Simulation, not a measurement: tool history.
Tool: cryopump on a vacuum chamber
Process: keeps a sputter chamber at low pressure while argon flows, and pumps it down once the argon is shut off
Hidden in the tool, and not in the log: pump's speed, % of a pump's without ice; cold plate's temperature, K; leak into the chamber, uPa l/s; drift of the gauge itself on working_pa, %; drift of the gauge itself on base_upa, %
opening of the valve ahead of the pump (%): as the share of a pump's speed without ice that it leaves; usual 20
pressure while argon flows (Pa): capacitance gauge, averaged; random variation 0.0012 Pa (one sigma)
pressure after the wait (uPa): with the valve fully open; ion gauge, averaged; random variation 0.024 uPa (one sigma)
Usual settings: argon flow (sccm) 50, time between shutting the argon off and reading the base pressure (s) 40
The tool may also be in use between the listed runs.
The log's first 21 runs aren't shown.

run,hour,argon flow (sccm),time between shutting the argon off and reading the base pressure (s),opening of the valve ahead of the pump (%),hours of work since the pump was warmed up and emptied,hours of work since the cold head was overhauled,hours of work since the chamber's fittings were tightened,pressure while argon flows (Pa),pressure after the wait (uPa)
22,199.7,50,60,18,116,116,421,0.3082,0.77
23,215,92,256,57,125,125,430,0.1904,0.42
24,227.8,23,223,20,133,133,438,0.1285,0.44
25,236.8,30,40,37,138,138,443,0.0941,1.01
26,251.1,61,272,45,146,146,451,0.1603,0.45
27,260.9,61,175,20,152,152,457,0.3424,0.52
28,273.4,69,22,21,159,159,464,0.3695,1.6
29,285.7,69,44,21,166,166,471,0.3692,1
30,296.8,69,44,21,173,173,478,0.3727,0.94
31,310.2,44,91,41,181,181,485,0.1276,0.65
32,325.6,55,176,41,189,189,494,0.1613,0.55
33,333.2,50,40,41,194,194,499,0.1448,1.04
34,348.8,50,40,41,203,203,508,0.1478,1.05
35,359.9,26,40,20,209,209,514,0.1481,1.07

3 ways to go on from here, each from the tool as it stands after run 35. What would each give?
A,373.8,26,20,31,217,217,522,?,?
B,373.8,34,43,20,217,217,522,?,?
C,373.8,32,40,20,217,217,522,?,?

run,pressure while argon flows (Pa),pressure after the wait (uPa)
A,0.1006,1.78
B,0.1945,1.04
C,0.1828,1.08
Without the tool's hidden state the same runs would have given:
run,pressure while argon flows (Pa),pressure after the wait (uPa)
A,0.0912,1.6
B,0.1823,0.85
C,0.1713,0.9
